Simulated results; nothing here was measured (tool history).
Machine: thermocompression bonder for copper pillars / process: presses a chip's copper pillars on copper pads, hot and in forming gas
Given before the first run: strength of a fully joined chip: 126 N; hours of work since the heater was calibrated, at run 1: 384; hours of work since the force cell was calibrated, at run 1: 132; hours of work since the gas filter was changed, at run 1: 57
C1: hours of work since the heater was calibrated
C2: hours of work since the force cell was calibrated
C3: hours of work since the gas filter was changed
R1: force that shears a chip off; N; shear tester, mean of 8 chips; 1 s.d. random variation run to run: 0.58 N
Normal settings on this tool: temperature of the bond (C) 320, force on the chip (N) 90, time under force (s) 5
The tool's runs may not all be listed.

{"run": 1, "day": 0.0, "temperature of the bond (C)": 320, "force on the chip (N)": 90, "time under force (s)": 5, "C1": 384, "C2": 132, "C3": 57, "R1": 61.2}
{"run": 2, "day": 0.267, "temperature of the bond (C)": 320, "force on the chip (N)": 90, "time under force (s)": 5, "C1": 388, "C2": 136, "C3": 61, "R1": 60.8}
{"run": 3, "day": 0.888, "temperature of the bond (C)": 320, "force on the chip (N)": 90, "time under force (s)": 13, "C1": 397, "C2": 146, "C3": 70, "R1": 82.3}
{"run": 4, "day": 1.475, "temperature of the bond (C)": 300, "force on the chip (N)": 90, "time under force (s)": 5, "C1": 406, "C2": 154, "C3": 79, "R1": 47.3}
{"run": 5, "day": 1.792, "temperature of the bond (C)": 300, "force on the chip (N)": 90, "time under force (s)": 5, "C1": 411, "C2": 159, "C3": 83, "R1": 47.1}
{"run": 6, "day": 2.117, "temperature of the bond (C)": 300, "force on the chip (N)": 90, "time under force (s)": 5, "C1": 416, "C2": 164, "C3": 88, "R1": 46.5}
{"run": 7, "day": 2.612, "temperature of the bond (C)": 300, "force on the chip (N)": 90, "time under force (s)": 5, "C1": 423, "C2": 171, "C3": 96, "R1": 47.2}
{"run": 8, "day": 2.925, "temperature of the bond (C)": 300, "force on the chip (N)": 90, "time under force (s)": 5, "C1": 428, "C2": 176, "C3": 100, "R1": 46.8}
{"run": 9, "day": 3.521, "temperature of the bond (C)": 300, "force on the chip (N)": 90, "time under force (s)": 5, "C1": 437, "C2": 185, "C3": 109, "R1": 47.2}
{"day": 3.633, "done": "heater calibrated with a thermocouple chip"}
{"run": 10, "day": 3.938, "temperature of the bond (C)": 300, "force on the chip (N)": 90, "time under force (s)": 5, "C1": 5, "C2": 190, "C3": 114, "R1": 49.1}
{"run": 11, "day": 4.404, "temperature of the bond (C)": 320, "force on the chip (N)": 90, "time under force (s)": 5, "C1": 12, "C2": 197, "C3": 121, "R1": 64.0}
{"day": 4.642, "done": "heater calibrated with a thermocouple chip, once more"}
{"run": 12, "day": 5.112, "temperature of the bond (C)": 320, "force on the chip (N)": 90, "time under force (s)": 5, "C1": 7, "C2": 206, "C3": 131, "R1": 57.8}
{"run": 13, "day": 5.383, "temperature of the bond (C)": 305, "force on the chip (N)": 90, "time under force (s)": 5, "C1": 11, "C2": 210, "C3": 135, "R1": 47.4}
{"run": 14, "day": 5.667, "temperature of the bond (C)": 298, "force on the chip (N)": 109, "time under force (s)": 7, "C1": 15, "C2": 214, "C3": 139, "R1": 53.3}
{"run": 15, "day": 5.988, "temperature of the bond (C)": 316, "force on the chip (N)": 67, "time under force (s)": 4, "C1": 20, "C2": 219, "C3": 144, "R1": 42.1}
{"run": 16, "day": 6.275, "temperature of the bond (C)": 346, "force on the chip (N)": 113, "time under force (s)": 11, "C1": 24, "C2": 224, "C3": 148, "R1": 101.5}
{"run": 17, "day": 6.892, "temperature of the bond (C)": 346, "force on the chip (N)": 113, "time under force (s)": 11, "C1": 34, "C2": 233, "C3": 157, "R1": 101.0}
{"run": 18, "day": 7.375, "temperature of the bond (C)": 337, "force on the chip (N)": 89, "time under force (s)": 4, "C1": 41, "C2": 240, "C3": 164, "R1": 63.3}
{"run": 19, "day": 7.875, "temperature of the bond (C)": 349, "force on the chip (N)": 60, "time under force (s)": 4, "C1": 48, "C2": 248, "C3": 172, "R1": 62.9}
{"run": 20, "day": 8.454, "temperature of the bond (C)": 349, "force on the chip (N)": 60, "time under force (s)": 4, "C1": 57, "C2": 256, "C3": 181, "R1": 62.5}
{"run": 21, "day": 9.038, "temperature of the bond (C)": 328, "force on the chip (N)": 90, "time under force (s)": 3, "C1": 66, "C2": 265, "C3": 189, "R1": 52.5}
{"run": 22, "day": 9.429, "temperature of the bond (C)": 320, "force on the chip (N)": 81, "time under force (s)": 6, "C1": 72, "C2": 271, "C3": 195, "R1": 57.5}

Measured minus without-hidden-state, run by run (identical run-to-run variation in each term; gauge scatter may differ):
The hidden state here: true temperature of the bond over the reading, C; force that reaches the chip, % of what is set; oxide that the forming gas leaves, % of the face; drift of the gauge itself on shear_n, %.
run=1 R1=+2.7
run=2 R1=+2.8
run=3 R1=+2.9
run=4 R1=+2.7
run=5 R1=+2.7
run=6 R1=+2.6
run=7 R1=+2.7
run=8 R1=+2.7
run=9 R1=+2.6
run=10 R1=+4.8
run=11 R1=+5.0
run=12 R1=-0.9
run=13 R1=-0.7
run=14 R1=-0.8
run=15 R1=-0.7
run=16 R1=-1.9
run=17 R1=-1.8
run=18 R1=-1.1
run=19 R1=-1.1
run=20 R1=-1.1
run=21 R1=-0.8
run=22 R1=-0.9

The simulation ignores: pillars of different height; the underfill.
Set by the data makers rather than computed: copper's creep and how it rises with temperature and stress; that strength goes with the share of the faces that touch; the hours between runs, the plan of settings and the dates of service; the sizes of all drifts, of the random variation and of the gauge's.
